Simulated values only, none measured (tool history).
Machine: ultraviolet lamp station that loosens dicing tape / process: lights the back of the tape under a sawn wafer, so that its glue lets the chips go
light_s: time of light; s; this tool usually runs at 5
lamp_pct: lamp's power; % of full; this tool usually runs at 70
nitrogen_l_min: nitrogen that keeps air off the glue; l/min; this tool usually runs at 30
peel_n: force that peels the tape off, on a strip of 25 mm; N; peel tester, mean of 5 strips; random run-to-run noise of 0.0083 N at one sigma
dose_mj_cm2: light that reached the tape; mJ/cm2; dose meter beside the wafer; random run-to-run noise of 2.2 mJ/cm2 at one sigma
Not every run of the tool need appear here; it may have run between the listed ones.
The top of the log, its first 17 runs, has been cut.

At day 35.271: window cleaned of glue's vapour, once more.
Run 18, day 36.875: usual settings but light_s 3 s, nitrogen_l_min 40 l/min. Result: peel_n 1.02 N, dose_mj_cm2 81 mJ/cm2.
Run 19, day 39.129: usual settings but light_s 2 s, lamp_pct 92 % of full, nitrogen_l_min 19 l/min. Result: peel_n 1.592 N, dose_mj_cm2 70 mJ/cm2.
Run 20, day 41.896: usual settings but light_s 7 s, lamp_pct 60 % of full, nitrogen_l_min 20 l/min. Result: peel_n 0.488 N, dose_mj_cm2 152 mJ/cm2.
Run 21, day 44.146: usual settings but lamp_pct 68 % of full. Result: peel_n 0.565 N, dose_mj_cm2 120 mJ/cm2.
Run 22, day 45.704: usual settings but light_s 3 s, lamp_pct 65 % of full, nitrogen_l_min 33 l/min. Result: peel_n 1.249 N, dose_mj_cm2 73 mJ/cm2.
Run 23, day 48.408: usual settings but lamp_pct 79 % of full, nitrogen_l_min 33 l/min. Result: peel_n 0.442 N, dose_mj_cm2 143 mJ/cm2.
Run 24, day 51.546: usual settings but light_s 9 s, lamp_pct 89 % of full, nitrogen_l_min 54 l/min. Result: peel_n 0.237 N, dose_mj_cm2 285 mJ/cm2.
Run 25, day 54.392: usual settings but light_s 4 s, lamp_pct 77 % of full, nitrogen_l_min 10 l/min. Result: peel_n 1.248 N, dose_mj_cm2 110 mJ/cm2.
Run 26, day 57.429: usual settings but light_s 4 s, lamp_pct 77 % of full, nitrogen_l_min 10 l/min. Result: peel_n 1.265 N, dose_mj_cm2 108 mJ/cm2.
Run 27, day 58.962: usual settings but light_s 2 s. Result: peel_n 2.002 N, dose_mj_cm2 47 mJ/cm2.
Run 28, day 62.121: usual settings but light_s 2 s. Result: peel_n 1.996 N, dose_mj_cm2 52 mJ/cm2.
At day 63.008: lamp changed.
Run 29, day 64.388: usual settings but light_s 3 s, lamp_pct 79 % of full, nitrogen_l_min 34 l/min. Result: peel_n 0.589 N, dose_mj_cm2 117 mJ/cm2.
Run 30, day 65.829: usual settings but light_s 9 s. Result: peel_n 0.235 N, dose_mj_cm2 308 mJ/cm2.
Run 31, day 67.142: usual settings but light_s 6 s, nitrogen_l_min 20 l/min. Result: peel_n 0.336 N, dose_mj_cm2 206 mJ/cm2.
Run 32, day 68.525: usual settings but light_s 3 s, lamp_pct 68 % of full, nitrogen_l_min 16 l/min. Result: peel_n 1.16 N, dose_mj_cm2 104 mJ/cm2.
Run 33, day 69.817: usual settings but light_s 9 s, lamp_pct 97 % of full, nitrogen_l_min 14 l/min. Result: peel_n 0.23 N, dose_mj_cm2 421 mJ/cm2.

3 options for the next run, each taken on its own from the tool as it stands now. Forecast them:
Run A, day 71.325: usual settings but light_s 8 s, lamp_pct 65 % of full. Result: peel_n ?, dose_mj_cm2 ?.
Run B, day 71.325: usual settings but light_s 4 s, lamp_pct 85 % of full, nitrogen_l_min 49 l/min. Result: peel_n ?, dose_mj_cm2 ?.
Run C, day 71.325: usual settings but light_s 9 s, lamp_pct 97 % of full, nitrogen_l_min 21 l/min. Result: peel_n ?, dose_mj_cm2 ?.

run  peel_n  dose_mj_cm2
  A   0.254          250
  B   0.321          165
  C    0.21          424
Stripped of hidden state, with their random variation kept, the same runs would have yielded:
run  peel_n  dose_mj_cm2
  A   0.247          266
  B   0.301          176
  C   0.209          451

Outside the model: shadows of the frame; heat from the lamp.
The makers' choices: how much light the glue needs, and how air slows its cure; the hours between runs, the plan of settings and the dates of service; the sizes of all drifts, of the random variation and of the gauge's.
